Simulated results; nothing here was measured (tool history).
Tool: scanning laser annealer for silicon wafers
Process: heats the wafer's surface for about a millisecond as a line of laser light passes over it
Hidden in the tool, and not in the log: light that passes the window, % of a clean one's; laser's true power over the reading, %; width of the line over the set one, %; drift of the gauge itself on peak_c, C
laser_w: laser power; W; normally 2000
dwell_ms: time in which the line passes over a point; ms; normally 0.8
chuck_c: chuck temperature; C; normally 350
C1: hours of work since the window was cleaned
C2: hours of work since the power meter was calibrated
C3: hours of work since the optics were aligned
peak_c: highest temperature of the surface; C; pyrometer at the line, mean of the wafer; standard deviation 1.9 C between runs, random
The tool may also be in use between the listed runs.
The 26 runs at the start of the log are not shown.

run 27 hour=187.4 | laser_w=1857 dwell_ms=0.722 chuck_c=340 | C1=70 C2=236 C3=784 | peak_c=1005
run 28 hour=191.9 | laser_w=2065 dwell_ms=0.633 chuck_c=350 | C1=72 C2=238 C3=786 | peak_c=1049
run 29 hour=199.1 | laser_w=1965 dwell_ms=0.598 chuck_c=358 | C1=75 C2=242 C3=789 | peak_c=1007
run 30 hour=203.7 | laser_w=1895 dwell_ms=0.651 chuck_c=359 | C1=77 C2=244 C3=791 | peak_c=1005
run 31 hour=211.8 | laser_w=1895 dwell_ms=0.651 chuck_c=359 | C1=81 C2=247 C3=795 | peak_c=1008
run 32 hour=216.2 | laser_w=2159 dwell_ms=0.75 chuck_c=359 | C1=83 C2=249 C3=797 | peak_c=1144
run 33 hour=222 | laser_w=2159 dwell_ms=0.75 chuck_c=359 | C1=85 C2=252 C3=799 | peak_c=1143
run 34 hour=228.5 | laser_w=1825 dwell_ms=0.574 chuck_c=367 | C1=88 C2=255 C3=802 | peak_c=959
run 35 hour=237.6 | laser_w=1825 dwell_ms=0.574 chuck_c=367 | C1=93 C2=259 C3=806 | peak_c=960
run 36 hour=246 | laser_w=1825 dwell_ms=0.574 chuck_c=367 | C1=96 C2=263 C3=810 | peak_c=959
run 37 hour=251.2 | laser_w=1825 dwell_ms=0.941 chuck_c=367 | C1=99 C2=265 C3=813 | peak_c=1100
run 38 hour=259 | laser_w=1825 dwell_ms=0.941 chuck_c=367 | C1=102 C2=269 C3=816 | peak_c=1102
run 39 hour=266.8 | laser_w=2176 dwell_ms=0.941 chuck_c=337 | C1=106 C2=272 C3=820 | peak_c=1206
run 40 hour=274.9 | laser_w=2000 dwell_ms=0.8 chuck_c=339 | C1=109 C2=276 C3=823 | peak_c=1084
run 41 hour=283.1 | laser_w=2141 dwell_ms=0.8 chuck_c=381 | C1=113 C2=280 C3=827 | peak_c=1182

Each row is a separate what-if for the run after 41, all from the same tool condition, not one after another. Results?
run A hour=290.4 | laser_w=1950 dwell_ms=0.822 chuck_c=381 | C1=116 C2=283 C3=830 | peak_c=?
run B hour=290.4 | laser_w=2078 dwell_ms=0.8 chuck_c=369 | C1=116 C2=283 C3=830 | peak_c=?
run C hour=290.4 | laser_w=1953 dwell_ms=0.8 chuck_c=350 | C1=116 C2=283 C3=830 | peak_c=?

run=A peak_c=1120
run=B peak_c=1147
run=C peak_c=1080
What these runs would have given with no unlogged condition in the tool:
run=A peak_c=1121
run=B peak_c=1149
run=C peak_c=1081
